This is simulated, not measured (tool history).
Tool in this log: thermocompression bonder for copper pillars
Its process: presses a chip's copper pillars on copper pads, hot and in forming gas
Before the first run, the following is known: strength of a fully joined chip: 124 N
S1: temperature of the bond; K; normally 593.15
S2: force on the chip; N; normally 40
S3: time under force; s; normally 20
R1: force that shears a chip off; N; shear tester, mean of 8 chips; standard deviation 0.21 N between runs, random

{"run": 1, "hour": 0.0, "S1": 593.15, "S2": 40, "S3": 20, "R1": 53}
{"run": 2, "hour": 9.6, "S1": 593.15, "S2": 40, "S3": 20, "R1": 52.8}
{"run": 3, "hour": 17.0, "S1": 593.15, "S2": 40, "S3": 20, "R1": 52.6}
{"run": 4, "hour": 24.7, "S1": 593.15, "S2": 40, "S3": 20, "R1": 52.7}
{"run": 5, "hour": 37.5, "S1": 593.15, "S2": 40, "S3": 20, "R1": 52.4}
{"run": 6, "hour": 49.5, "S1": 593.15, "S2": 40, "S3": 20, "R1": 52.7}
{"run": 7, "hour": 57.1, "S1": 593.15, "S2": 40, "S3": 20, "R1": 52.9}
{"run": 8, "hour": 63.0, "S1": 593.15, "S2": 48, "S3": 20, "R1": 60.2}
{"run": 9, "hour": 69.5, "S1": 593.15, "S2": 48, "S3": 20, "R1": 59.9}
{"run": 10, "hour": 76.7, "S1": 593.15, "S2": 40, "S3": 39, "R1": 66.5}
{"run": 11, "hour": 88.8, "S1": 593.15, "S2": 40, "S3": 20, "R1": 52.8}
{"hour": 92.1, "done": "heater calibrated with a thermocouple chip"}
{"run": 12, "hour": 98.8, "S1": 593.15, "S2": 40, "S3": 20, "R1": 52.2}
{"run": 13, "hour": 109.9, "S1": 603.15, "S2": 40, "S3": 20, "R1": 57.1}
{"run": 14, "hour": 119.2, "S1": 603.15, "S2": 40, "S3": 20, "R1": 56.7}
{"run": 15, "hour": 126.2, "S1": 593.15, "S2": 40, "S3": 26, "R1": 57.6}
{"run": 16, "hour": 135.9, "S1": 593.15, "S2": 40, "S3": 26, "R1": 57}
{"run": 17, "hour": 142.4, "S1": 593.15, "S2": 52, "S3": 26, "R1": 68.7}
{"run": 18, "hour": 152.6, "S1": 593.15, "S2": 52, "S3": 26, "R1": 68.7}
{"run": 19, "hour": 160.8, "S1": 593.15, "S2": 40, "S3": 20, "R1": 51.9}
{"hour": 169.5, "done": "heater calibrated with a thermocouple chip, once more"}
{"run": 20, "hour": 173.2, "S1": 593.15, "S2": 40, "S3": 20, "R1": 53}
{"run": 21, "hour": 181.1, "S1": 593.15, "S2": 37, "S3": 18, "R1": 47.6}
{"run": 22, "hour": 192.4, "S1": 593.15, "S2": 37, "S3": 18, "R1": 47.8}
{"run": 23, "hour": 205.2, "S1": 593.15, "S2": 37, "S3": 18, "R1": 47.8}
{"run": 24, "hour": 212.2, "S1": 606.15, "S2": 40, "S3": 11, "R1": 47}
{"run": 25, "hour": 224.2, "S1": 608.15, "S2": 40, "S3": 44, "R1": 77.5}
{"run": 26, "hour": 232.4, "S1": 593.15, "S2": 40, "S3": 31, "R1": 61.3}
{"run": 27, "hour": 244.7, "S1": 593.15, "S2": 40, "S3": 31, "R1": 61.4}
{"run": 28, "hour": 250.6, "S1": 593.15, "S2": 40, "S3": 31, "R1": 61.4}
{"run": 29, "hour": 261.7, "S1": 593.15, "S2": 40, "S3": 20, "R1": 52.5}
{"run": 30, "hour": 275.0, "S1": 593.15, "S2": 29, "S3": 20, "R1": 40.8}
{"run": 31, "hour": 281.8, "S1": 596.15, "S2": 40, "S3": 33, "R1": 63.9}
{"run": 32, "hour": 287.5, "S1": 592.15, "S2": 39, "S3": 38, "R1": 63.8}
{"run": 33, "hour": 300.6, "S1": 592.15, "S2": 52, "S3": 38, "R1": 76.8}

Run 34 has not been measured yet. What should we expect?
{"run": 34, "hour": 314.1, "S1": 592.15, "S2": 52, "S3": 38, "R1": "?"}

R1: 76.8 N
Take away the tool's hidden state, keep the run-to-run variation as it was, and the same run would have given R1 78.7 N.

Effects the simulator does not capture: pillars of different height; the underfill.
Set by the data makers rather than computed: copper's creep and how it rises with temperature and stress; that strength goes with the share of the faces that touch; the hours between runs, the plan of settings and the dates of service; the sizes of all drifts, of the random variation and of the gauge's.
